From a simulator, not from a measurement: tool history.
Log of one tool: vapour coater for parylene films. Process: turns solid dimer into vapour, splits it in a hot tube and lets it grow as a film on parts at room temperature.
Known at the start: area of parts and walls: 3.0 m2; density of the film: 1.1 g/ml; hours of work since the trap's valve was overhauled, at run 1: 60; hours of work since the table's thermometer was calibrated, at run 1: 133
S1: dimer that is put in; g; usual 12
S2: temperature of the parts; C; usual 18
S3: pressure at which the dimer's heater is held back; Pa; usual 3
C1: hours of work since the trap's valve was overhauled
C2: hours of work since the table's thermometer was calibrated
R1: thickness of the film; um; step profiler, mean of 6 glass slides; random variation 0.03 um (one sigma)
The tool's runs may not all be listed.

| run | hour | S1 | S2 | S3 | C1 | C2 | R1 |
|---|---|---|---|---|---|---|---|
| 1 | 0 | 12 | 18 | 3 | 60 | 133 | 2.81 |
| 2 | 15.6 | 12 | 18 | 7.55 | 72 | 145 | 2.7 |
| 3 | 44.3 | 12 | 18 | 7.55 | 95 | 168 | 2.57 |
| 4 | 64.4 | 8 | 18 | 3 | 111 | 184 | 1.88 |
| 5 | 80.8 | 12 | 18 | 3 | 124 | 197 | 2.74 |
| 6 | 107.7 | 12 | 18 | 3 | 145 | 218 | 2.68 |
| 7 | 122.8 | 12 | 18 | 3 | 157 | 230 | 2.71 |
| 8 | 141.4 | 12 | 18 | 3 | 172 | 245 | 2.66 |
| 9 | 154.3 | 12 | 18 | 3 | 182 | 255 | 2.7 |
| 10 | 181 | 12 | 18 | 3 | 204 | 277 | 2.7 |
| 11 | 206 | 12 | 18 | 3 | 224 | 297 | 2.63 |
| 12 | 224.1 | 12 | 18 | 3 | 238 | 311 | 2.6 |
| 13 | 248 | 12 | 18 | 3 | 257 | 330 | 2.68 |
| 14 | 264.3 | 12 | 18 | 6.31 | 270 | 343 | 2.53 |
| 15 | 276.3 | 12 | 18 | 6.31 | 279 | 352 | 2.55 |
| 16 | 292.3 | 12 | 22 | 6.31 | 292 | 365 | 2.37 |
| 17 | 306.3 | 12 | 16 | 5.86 | 303 | 376 | 2.61 |
| 18 | 328.1 | 8 | 29 | 4.06 | 321 | 394 | 1.36 |
| 19 | 350.3 | 12 | 18 | 2.58 | 338 | 411 | 2.63 |
| 20 | 365.1 | 13 | 11 | 5.86 | 350 | 423 | 3.12 |
| 21 | 387.8 | 10 | 30 | 2.88 | 368 | 441 | 1.72 |
| 22 | 399.5 | 7 | 30 | 8.47 | 378 | 450 | 1.11 |
| 23 | 425 | 18 | 18 | 2.19 | 398 | 471 | 3.89 |
| 24 | 436.9 | 9 | 12 | 5.05 | 407 | 480 | 2.08 |
| 25 | 463.3 | 9 | 12 | 5.05 | 428 | 501 | 2.11 |
| 26 | 482.1 | 9 | 12 | 5.05 | 443 | 516 | 2.08 |
| 27 | 495.3 | 9 | 12 | 3.41 | 454 | 527 | 2.08 |
| 28 | 515.9 | 12 | 17 | 5.83 | 470 | 543 | 2.42 |
| 29 | 531.5 | 5 | 17 | 8.66 | 483 | 555 | 1 |
|  | 544.3 | trap's valve overhauled |
| 30 | 557 | 8 | 12 | 10.95 | 10 | 573 | 1.96 |
| 31 | 573.9 | 8 | 12 | 10.95 | 24 | 586 | 1.97 |
| 32 | 591.5 | 8 | 12 | 10.95 | 38 | 600 | 1.96 |

Hidden state at the last listed run before each entry between runs and at the first one after, where it differs:
Between runs 29 and 30: trap's valve overhauled (hour 544.3)
  vapour lost through the trap's worn valve, %: 13.5 -> 0.7; true temperature of the parts over the reading, C: 0.03 -> 0.02
  measured less the result without the state, R1: -0.16 -> -0.02 um
